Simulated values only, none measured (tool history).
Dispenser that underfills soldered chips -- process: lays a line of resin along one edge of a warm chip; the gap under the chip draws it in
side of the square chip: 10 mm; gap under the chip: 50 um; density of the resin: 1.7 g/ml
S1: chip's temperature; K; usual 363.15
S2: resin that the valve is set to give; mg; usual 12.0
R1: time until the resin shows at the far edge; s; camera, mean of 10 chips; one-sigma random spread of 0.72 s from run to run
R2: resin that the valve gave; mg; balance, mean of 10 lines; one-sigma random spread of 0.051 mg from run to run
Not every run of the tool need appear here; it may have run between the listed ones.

{"run": 1, "hour": 0.0, "S1": 363.15, "S2": 12.0, "R1": 70.3, "R2": 11.45}
{"hour": 6.4, "done": "new syringe of resin"}
{"run": 2, "hour": 7.3, "S1": 363.15, "S2": 12.0, "R1": 69.0, "R2": 11.46}
{"run": 3, "hour": 13.8, "S1": 363.15, "S2": 12.0, "R1": 79.1, "R2": 11.48}
{"hour": 15.5, "done": "new syringe of resin"}
{"run": 4, "hour": 21.0, "S1": 363.15, "S2": 13.0, "R1": 75.7, "R2": 12.35}
{"hour": 24.0, "done": "dispensing valve cleaned and set on the balance"}
{"hour": 25.4, "done": "new syringe of resin"}
{"run": 5, "hour": 29.1, "S1": 363.15, "S2": 12.0, "R1": 71.9, "R2": 11.92}
{"run": 6, "hour": 32.8, "S1": 353.15, "S2": 12.0, "R1": 109.1, "R2": 11.96}
{"hour": 34.1, "done": "new syringe of resin"}
{"run": 7, "hour": 40.7, "S1": 353.15, "S2": 12.0, "R1": 108.4, "R2": 11.93}
{"hour": 42.9, "done": "new syringe of resin"}
{"run": 8, "hour": 48.8, "S1": 358.15, "S2": 12.0, "R1": 89.5, "R2": 11.83}
{"hour": 52.2, "done": "new syringe of resin"}
{"run": 9, "hour": 55.6, "S1": 358.15, "S2": 12.0, "R1": 84.4, "R2": 11.92}
{"hour": 61.3, "done": "new syringe of resin"}
{"run": 10, "hour": 61.3, "S1": 358.15, "S2": 14.5, "R1": 77.7, "R2": 14.31}
{"run": 11, "hour": 65.3, "S1": 358.15, "S2": 14.5, "R1": 83.7, "R2": 14.32}
{"hour": 70.1, "done": "new syringe of resin"}
{"run": 12, "hour": 70.5, "S1": 363.15, "S2": 14.4, "R1": 64.2, "R2": 14.19}
{"run": 13, "hour": 76.0, "S1": 363.15, "S2": 14.4, "R1": 73.8, "R2": 14.2}
{"hour": 79.2, "done": "new syringe of resin"}
{"run": 14, "hour": 81.4, "S1": 363.15, "S2": 13.8, "R1": 68.7, "R2": 13.58}
{"hour": 87.8, "done": "new syringe of resin"}
{"run": 15, "hour": 87.8, "S1": 363.15, "S2": 13.8, "R1": 63.9, "R2": 13.55}
{"run": 16, "hour": 92.0, "S1": 373.15, "S2": 13.8, "R1": 51.5, "R2": 13.57}
{"hour": 96.5, "done": "new syringe of resin"}
{"run": 17, "hour": 97.7, "S1": 373.15, "S2": 13.8, "R1": 47.8, "R2": 13.46}
{"run": 18, "hour": 104.6, "S1": 373.15, "S2": 13.8, "R1": 56.7, "R2": 13.51}
{"hour": 105.5, "done": "new syringe of resin"}
{"run": 19, "hour": 111.4, "S1": 373.15, "S2": 13.8, "R1": 54.8, "R2": 13.5}
{"hour": 114.3, "done": "new syringe of resin"}
{"run": 20, "hour": 116.3, "S1": 361.15, "S2": 13.8, "R1": 74.6, "R2": 13.44}
{"hour": 123.3, "done": "new syringe of resin"}
{"run": 21, "hour": 124.5, "S1": 355.15, "S2": 12.7, "R1": 90.9, "R2": 12.27}
{"run": 22, "hour": 129.6, "S1": 355.15, "S2": 12.7, "R1": 99.3, "R2": 12.37}
{"hour": 132.3, "done": "new syringe of resin"}
{"run": 23, "hour": 134.4, "S1": 373.15, "S2": 13.8, "R1": 51.2, "R2": 13.45}
{"run": 24, "hour": 138.1, "S1": 361.15, "S2": 13.5, "R1": 80.0, "R2": 13.11}
{"hour": 141.2, "done": "new syringe of resin"}
{"run": 25, "hour": 145.9, "S1": 370.15, "S2": 13.1, "R1": 59.0, "R2": 12.67}
{"hour": 150.4, "done": "new syringe of resin"}
{"run": 26, "hour": 150.4, "S1": 370.15, "S2": 13.1, "R1": 53.7, "R2": 12.6}
{"run": 27, "hour": 157.6, "S1": 365.15, "S2": 10.8, "R1": 77.0, "R2": 10.32}
{"hour": 159.5, "done": "new syringe of resin"}
{"run": 28, "hour": 162.4, "S1": 365.15, "S2": 10.8, "R1": 67.9, "R2": 10.35}
{"run": 29, "hour": 165.9, "S1": 362.15, "S2": 15.1, "R1": 76.3, "R2": 14.53}
{"hour": 168.6, "done": "new syringe of resin"}
{"run": 30, "hour": 171.4, "S1": 362.15, "S2": 15.1, "R1": 73.4, "R2": 14.35}
{"hour": 177.3, "done": "new syringe of resin"}
{"run": 31, "hour": 180.2, "S1": 362.15, "S2": 15.1, "R1": 71.2, "R2": 14.44}
{"run": 32, "hour": 184.1, "S1": 374.15, "S2": 14.9, "R1": 51.9, "R2": 14.29}
{"hour": 186.2, "done": "new syringe of resin"}
{"run": 33, "hour": 192.4, "S1": 364.15, "S2": 12.9, "R1": 73.7, "R2": 12.39}
{"hour": 195.0, "done": "new syringe of resin"}
{"run": 34, "hour": 196.8, "S1": 363.15, "S2": 14.6, "R1": 67.5, "R2": 13.88}
{"hour": 203.9, "done": "new syringe of resin"}
{"run": 35, "hour": 204.2, "S1": 357.15, "S2": 12.6, "R1": 82.6, "R2": 12.01}

Some steps in R1, run to run, broken into two amounts with sign: the step expected even without the hidden condition (settings, incoming material, random variation), and the rest, left for the hidden condition together with whatever gauge scatter is not in both the measured and the hidden-condition-free result:
The hidden state here: resin's viscosity, % of fresh resin's; dose that the valve gives, % of what is set; true chip temperature over the reading, C; drift of the gauge itself on fill_s, %; drift of the gauge itself on given_mg, %.
Run 5 -> 6: S1 363.15 -> 353.15. R1 +37.2 s: hidden state +11.2, all else +26.0.
Run 22 -> 23: S1 355.15 -> 373.15, S2 12.7 -> 13.8, new syringe of resin. R1 -48.1 s: hidden state -11.9, all else -36.2.
Run 23 -> 24: S1 373.15 -> 361.15, S2 13.8 -> 13.5. R1 +28.8 s: hidden state +7.9, all else +20.9.
Run 26 -> 27: S1 370.15 -> 365.15, S2 13.1 -> 10.8. R1 +23.3 s: hidden state +11.9, all else +11.4.
